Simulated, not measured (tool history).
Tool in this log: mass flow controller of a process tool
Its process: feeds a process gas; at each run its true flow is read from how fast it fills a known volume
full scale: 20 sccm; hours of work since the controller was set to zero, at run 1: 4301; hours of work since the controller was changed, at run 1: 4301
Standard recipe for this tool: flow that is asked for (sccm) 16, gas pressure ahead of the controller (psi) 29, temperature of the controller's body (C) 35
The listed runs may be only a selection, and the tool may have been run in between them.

| run | day | flow that is asked for (sccm) | gas pressure ahead of the controller (psi) | temperature of the controller's body (C) | hours of work since the controller was set to zero | hours of work since the controller was changed | true flow (%) |
|---|---|---|---|---|---|---|---|
| 1 | 0 | 16 | 29 | 35 | 4301 | 4301 | 101.46 |
| 2 | 6.529 | 16 | 29 | 35 | 4383 | 4383 | 101.58 |
| 3 | 14.496 | 7 | 29 | 35 | 4482 | 4482 | 100.01 |
| 4 | 23.692 | 7 | 29 | 35 | 4598 | 4598 | 100.17 |
| 5 | 30.967 | 7 | 29 | 35 | 4689 | 4689 | 100.18 |
| 6 | 37.175 | 7 | 29 | 35 | 4766 | 4766 | 100.05 |
| 7 | 47.129 | 7 | 29 | 35 | 4891 | 4891 | 100.03 |
| 8 | 55.375 | 7 | 29 | 35 | 4994 | 4994 | 100.09 |
| 9 | 65.283 | 16 | 29 | 36 | 5119 | 5119 | 101.77 |
| 10 | 72.304 | 16 | 22.8 | 36 | 5206 | 5206 | 101.86 |
| 11 | 78.671 | 16 | 29 | 24 | 5286 | 5286 | 100.73 |
| 12 | 83.217 | 16 | 29 | 24 | 5343 | 5343 | 100.63 |
| 13 | 91.354 | 16 | 29 | 29 | 5445 | 5445 | 101.14 |
| 14 | 97.817 | 16 | 29 | 35 | 5526 | 5526 | 101.81 |
| 15 | 107.162 | 16 | 29 | 35 | 5643 | 5643 | 101.85 |
|  | 112.854 | controller's zero set anew |
| 16 | 112.854 | 16 | 38.9 | 35 | 0 | 5714 | 102.44 |
| 17 | 119.321 | 16 | 38.9 | 35 | 81 | 5795 | 102.42 |
| 18 | 125.404 | 16 | 36.1 | 40 | 157 | 5871 | 103.03 |
| 19 | 131.125 | 16 | 36.1 | 40 | 229 | 5943 | 103.12 |
| 20 | 141.212 | 13 | 26.1 | 20 | 355 | 6069 | 101.38 |
| 21 | 148.588 | 13 | 26.1 | 20 | 448 | 6162 | 101.47 |
| 22 | 158.838 | 19 | 34.8 | 22 | 576 | 6290 | 101.52 |
| 23 | 164.071 | 19 | 34.8 | 22 | 642 | 6356 | 101.56 |
| 24 | 169.45 | 11 | 31.9 | 31 | 709 | 6423 | 102.15 |
| 25 | 179.167 | 11 | 31.9 | 31 | 831 | 6545 | 102.11 |
| 26 | 184.238 | 11 | 31.9 | 31 | 894 | 6608 | 102.09 |
| 27 | 193.133 | 11 | 30.2 | 31 | 1006 | 6720 | 102.25 |
| 28 | 197.804 | 9 | 21.9 | 24 | 1064 | 6778 | 101.83 |
| 29 | 204.662 | 9 | 21.9 | 24 | 1150 | 6864 | 101.74 |
| 30 | 212.217 | 9 | 21.9 | 24 | 1245 | 6959 | 101.81 |
| 31 | 219.633 | 2 | 36.7 | 33 | 1338 | 7052 | 100.05 |
| 32 | 225.538 | 2 | 36.7 | 33 | 1412 | 7126 | 99.93 |

Measured minus without-hidden-state, run by run (identical run-to-run variation in each term; gauge scatter may differ):
What the log doesn't record here: flow at rest that the sensor doesn't see, % of full scale; true flow over the shown one, %; drift of the gauge itself on true_pct, %.
| run | true flow (%) |
|---|---|
| 1 | +0.8 |
| 2 | +0.81 |
| 3 | -0.23 |
| 4 | -0.24 |
| 5 | -0.25 |
| 6 | -0.25 |
| 7 | -0.27 |
| 8 | -0.28 |
| 9 | +0.93 |
| 10 | +0.95 |
| 11 | +0.97 |
| 12 | +0.97 |
| 13 | +0.98 |
| 14 | +1 |
| 15 | +1.03 |
| 16 | +2.07 |
| 17 | +2.08 |
| 18 | +2.09 |
| 19 | +2.11 |
| 20 | +2.11 |
| 21 | +2.12 |
| 22 | +2.18 |
| 23 | +2.19 |
| 24 | +2.12 |
| 25 | +2.13 |
| 26 | +2.13 |
| 27 | +2.14 |
| 28 | +2.08 |
| 29 | +2.08 |
| 30 | +2.09 |
| 31 | +0.47 |
| 32 | +0.39 |
